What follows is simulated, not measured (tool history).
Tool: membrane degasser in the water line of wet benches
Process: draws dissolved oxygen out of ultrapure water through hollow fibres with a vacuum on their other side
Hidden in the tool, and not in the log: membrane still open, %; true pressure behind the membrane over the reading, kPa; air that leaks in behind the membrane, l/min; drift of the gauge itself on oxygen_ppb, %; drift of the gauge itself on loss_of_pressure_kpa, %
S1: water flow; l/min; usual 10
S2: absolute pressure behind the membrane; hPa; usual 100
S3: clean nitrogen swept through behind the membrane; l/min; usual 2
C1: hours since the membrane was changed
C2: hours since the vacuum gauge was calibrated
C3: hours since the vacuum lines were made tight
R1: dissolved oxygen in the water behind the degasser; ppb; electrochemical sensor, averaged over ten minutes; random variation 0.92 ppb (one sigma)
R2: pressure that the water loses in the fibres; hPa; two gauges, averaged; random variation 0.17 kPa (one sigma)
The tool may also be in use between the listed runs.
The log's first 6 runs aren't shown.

| run | hour | S1 | S2 | S3 | C1 | C2 | C3 | R1 | R2 |
|---|---|---|---|---|---|---|---|---|---|
| 7 | 314.4 | 10 | 100 | 2 | 2818 | 4641 | 3771 | 91.8 | 294.6 |
| 8 | 370.9 | 10 | 100 | 2 | 2875 | 4698 | 3828 | 91.8 | 294.2 |
| 9 | 420.9 | 10 | 100 | 2 | 2925 | 4748 | 3878 | 93 | 290.1 |
| 10 | 450 | 10 | 100 | 2 | 2954 | 4777 | 3907 | 91.9 | 293.4 |
| 11 | 483.5 | 10 | 100 | 2 | 2988 | 4810 | 3940 | 91.7 | 294.5 |
| 12 | 524.2 | 10 | 100 | 2 | 3028 | 4851 | 3981 | 94.4 | 295.6 |
| 13 | 556.3 | 10 | 76 | 2 | 3060 | 4883 | 4013 | 62.9 | 293.4 |
| 14 | 614.9 | 10 | 76 | 2 | 3119 | 4942 | 4072 | 63.4 | 292 |
| 15 | 656.7 | 10 | 100 | 2 | 3161 | 4983 | 4113 | 92.9 | 288.8 |
| 16 | 721.2 | 10 | 100 | 2 | 3225 | 5048 | 4178 | 92.6 | 293.4 |
| 17 | 759.3 | 6 | 148 | 2 | 3263 | 5086 | 4216 | 93.7 | 176.4 |
| 18 | 816.4 | 13 | 245 | 4.01 | 3320 | 5143 | 4273 | 183.5 | 380.4 |
| 19 | 863.6 | 13 | 156 | 2.77 | 3368 | 5190 | 4320 | 155.6 | 381 |
| 20 | 909.5 | 7 | 122 | 2.77 | 3413 | 5236 | 4366 | 63.4 | 207.3 |
| 21 | 954.5 | 7 | 122 | 1.69 | 3458 | 5281 | 4411 | 99.8 | 205.9 |
| 22 | 995.5 | 7 | 122 | 1.69 | 3500 | 5322 | 4452 | 100.4 | 205.3 |
| 23 | 1022.6 | 10 | 64 | 4.15 | 3527 | 5349 | 4479 | 27 | 291.5 |
| 24 | 1074 | 10 | 64 | 4.15 | 3578 | 5401 | 4531 | 27 | 295.1 |
| 25 | 1116.6 | 10 | 184 | 2.32 | 3621 | 5443 | 4573 | 172 | 296.4 |
| 26 | 1161.6 | 10 | 184 | 2.32 | 3666 | 5488 | 4618 | 170.5 | 294.9 |
| 27 | 1213 | 10 | 184 | 2.32 | 3717 | 5540 | 4670 | 170 | 293.2 |
| 28 | 1255 | 10 | 184 | 2.32 | 3759 | 5582 | 4712 | 173.1 | 294.2 |
| 29 | 1310.9 | 7 | 166 | 2.32 | 3815 | 5638 | 4768 | 107.7 | 206.5 |
| 30 | 1361 | 7 | 120 | 2.32 | 3865 | 5688 | 4818 | 72.4 | 207.4 |
| 31 | 1400.7 | 8 | 88 | 2 | 3905 | 5727 | 4857 | 63 | 237.5 |

5 ways to go on from here, each from the tool as it stands after run 31. What would each give?
| A | 1436.8 | 10 | 100 | 2.78 | 3941 | 5764 | 4894 | ? | ? |
| B | 1436.8 | 12 | 88 | 2 | 3941 | 5764 | 4894 | ? | ? |
| C | 1436.8 | 10 | 100 | 5 | 3941 | 5764 | 4894 | ? | ? |
| D | 1436.8 | 10 | 100 | 1.78 | 3941 | 5764 | 4894 | ? | ? |
| E | 1436.8 | 8 | 93 | 2 | 3941 | 5764 | 4894 | ? | ? |

| run | R1 | R2 |
|---|---|---|
| A | 70.1 | 294.6 |
| B | 95.1 | 349.1 |
| C | 42.3 | 294.1 |
| D | 103.1 | 294 |
| E | 67.7 | 239.6 |
Without the tool's hidden state the same runs would have given:
| run | R1 | R2 |
|---|---|---|
| A | 64.6 | 288 |
| B | 87.6 | 341.1 |
| C | 38.8 | 287.4 |
| D | 95.5 | 287.3 |
| E | 61.9 | 234.3 |
